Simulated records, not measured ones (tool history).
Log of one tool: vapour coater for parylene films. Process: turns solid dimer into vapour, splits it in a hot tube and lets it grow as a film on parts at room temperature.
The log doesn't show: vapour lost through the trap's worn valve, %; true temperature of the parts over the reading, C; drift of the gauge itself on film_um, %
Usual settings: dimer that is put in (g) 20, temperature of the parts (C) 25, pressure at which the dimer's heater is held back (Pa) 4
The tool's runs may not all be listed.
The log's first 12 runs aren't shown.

run,day,dimer that is put in (g),temperature of the parts (C),pressure at which the dimer's heater is held back (Pa),hours of work since the trap's valve was overhauled,hours of work since the table's thermometer was calibrated,thickness of the film (nm)
13,8.15,20,25,3.57,292,484,4600
14,8.929,24,25,4,302,494,5420
15,9.404,11,25,4,308,500,2470
16,9.975,11,25,4,316,507,2510
17,10.471,11,25,4,322,514,2500
18,10.95,28,25,4,328,520,6340
19,11.525,20,25,8.1,335,527,4120
20,12.183,20,21,4,344,535,5260
21,13.012,25,25,4,354,546,5640
22,13.421,25,25,4,359,551,5630
23,14.221,20,20,7.2,370,561,4990
24,14.85,20,20,7.2,378,569,4980
25,15.554,13,21,7.2,386,578,3130
26,16.017,20,18,11.97,392,584,4980
27,16.675,17,34,2.26,401,592,2970
28,17.158,33,34,5.03,407,599,5170
29,17.554,9,19,6.66,412,604,2350
30,18.371,35,19,3.9,422,614,9870
# day 18.721: trap's valve overhauled
31,19.038,35,19,3.9,4,620,9950
32,19.946,20,32,5.78,16,632,3330
33,20.542,13,19,3,23,640,3810
34,21.125,13,34,6.11,31,647,1990
35,21.971,13,34,6.11,41,658,1990
36,22.662,17,23,2.26,50,666,4520
37,23.408,30,27,4,60,676,6360

Forecast run 38:
38,24.25,30,27,4,70,687,?

Run 38 gave thickness of the film (nm) 6320.
Without the tool's hidden state the same run would have given thickness of the film (nm) 6320.
